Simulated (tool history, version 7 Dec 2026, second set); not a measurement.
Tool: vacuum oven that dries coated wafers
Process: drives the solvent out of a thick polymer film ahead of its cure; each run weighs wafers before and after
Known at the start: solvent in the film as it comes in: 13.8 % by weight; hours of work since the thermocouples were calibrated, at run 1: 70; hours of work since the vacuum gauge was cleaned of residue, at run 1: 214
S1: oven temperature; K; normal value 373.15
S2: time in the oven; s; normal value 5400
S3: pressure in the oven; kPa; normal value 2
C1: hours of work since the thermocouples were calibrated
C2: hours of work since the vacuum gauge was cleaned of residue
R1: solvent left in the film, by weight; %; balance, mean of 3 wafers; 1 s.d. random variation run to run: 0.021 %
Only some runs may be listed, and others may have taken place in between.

Run 1, day 0: usual settings; C1 70; C2 214. Result: R1 2.62 %.
Run 2, day 0.279: usual settings; C1 74; C2 219. Result: R1 2.68 %.
Run 3, day 0.767: usual settings; C1 82; C2 227. Result: R1 2.68 %.
Run 4, day 1.154: usual settings; C1 89; C2 233. Result: R1 2.65 %.
Run 5, day 1.417: usual settings but S1 361.15 K; C1 93; C2 238. Result: R1 5.04 %.
Run 6, day 1.95: usual settings but S1 361.15 K; C1 102; C2 247. Result: R1 5.07 %.
Run 7, day 2.4: usual settings but S1 361.15 K; C1 110; C2 254. Result: R1 5.02 %.
Run 8, day 2.821: usual settings but S1 361.15 K; C1 117; C2 261. Result: R1 5.1 %.
Run 9, day 3.233: usual settings but S1 361.15 K; C1 124; C2 268. Result: R1 5.06 %.
Run 10, day 3.517: usual settings but S1 361.15 K; C1 128; C2 273. Result: R1 5.06 %.
Run 11, day 4.146: usual settings but S1 371.15 K; C1 139; C2 283. Result: R1 3.03 %.
Run 12, day 4.596: usual settings but S1 371.15 K; C1 147; C2 291. Result: R1 3.04 %.
Run 13, day 4.946: usual settings but S1 371.15 K, S3 6.17 kPa; C1 152; C2 297. Result: R1 5.41 %.
Run 14, day 5.288: usual settings but S1 377.15 K, S3 7.92 kPa; C1 158; C2 303. Result: R1 4.88 %.
Run 15, day 5.642: usual settings but S1 377.15 K, S3 7.92 kPa; C1 164; C2 308. Result: R1 4.92 %.
Run 16, day 5.962: usual settings but S1 378.15 K, S2 7080 s, S3 7.92 kPa; C1 169; C2 314. Result: R1 4.4 %.
Run 17, day 6.433: usual settings but S1 378.15 K, S2 7080 s, S3 7.92 kPa; C1 177; C2 322. Result: R1 4.34 %.
Run 18, day 6.992: usual settings but S1 378.15 K, S2 7080 s, S3 7.92 kPa; C1 187; C2 331. Result: R1 4.32 %.
Run 19, day 7.379: usual settings but S1 374.15 K, S3 5.21 kPa; C1 193; C2 338. Result: R1 4.25 %.
Run 20, day 7.642: usual settings but S2 4860 s; C1 198; C2 342. Result: R1 3.03 %.
Run 21, day 8.021: usual settings but S2 4860 s; C1 204; C2 348. Result: R1 3 %.
Run 22, day 8.375: usual settings but S1 364.15 K, S2 6120 s, S3 5.45 kPa; C1 210; C2 354. Result: R1 6.38 %.
Run 23, day 9.004: usual settings but S1 375.15 K, S2 3480 s, S3 1.12 kPa; C1 220; C2 365. Result: R1 3.35 %.
Run 24, day 9.588: usual settings but S1 375.15 K, S2 3480 s, S3 1.12 kPa; C1 230; C2 375. Result: R1 3.36 %.

Subtracting, for every run, the result it would have given without the tool's unlogged condition from the measured result gives the following. The same run-to-run variation enters both numbers; the gauge's scatter may not:
The tool's hidden condition here consists of: true wafer temperature over the reading, C; true pressure over the reading, kPa; drift of the gauge itself on solvent_pct, %.
run     R1
  1   +0.1
  2  +0.11
  3  +0.11
  4  +0.11
  5  +0.15
  6  +0.16
  7  +0.16
  8  +0.16
  9  +0.17
 10  +0.17
 11  +0.14
 12  +0.14
 13  +0.19
 14  +0.17
 15  +0.17
 16  +0.15
 17  +0.16
 18  +0.16
 19  +0.18
 20  +0.16
 21  +0.16
 22  +0.24
 23  +0.18
 24  +0.18

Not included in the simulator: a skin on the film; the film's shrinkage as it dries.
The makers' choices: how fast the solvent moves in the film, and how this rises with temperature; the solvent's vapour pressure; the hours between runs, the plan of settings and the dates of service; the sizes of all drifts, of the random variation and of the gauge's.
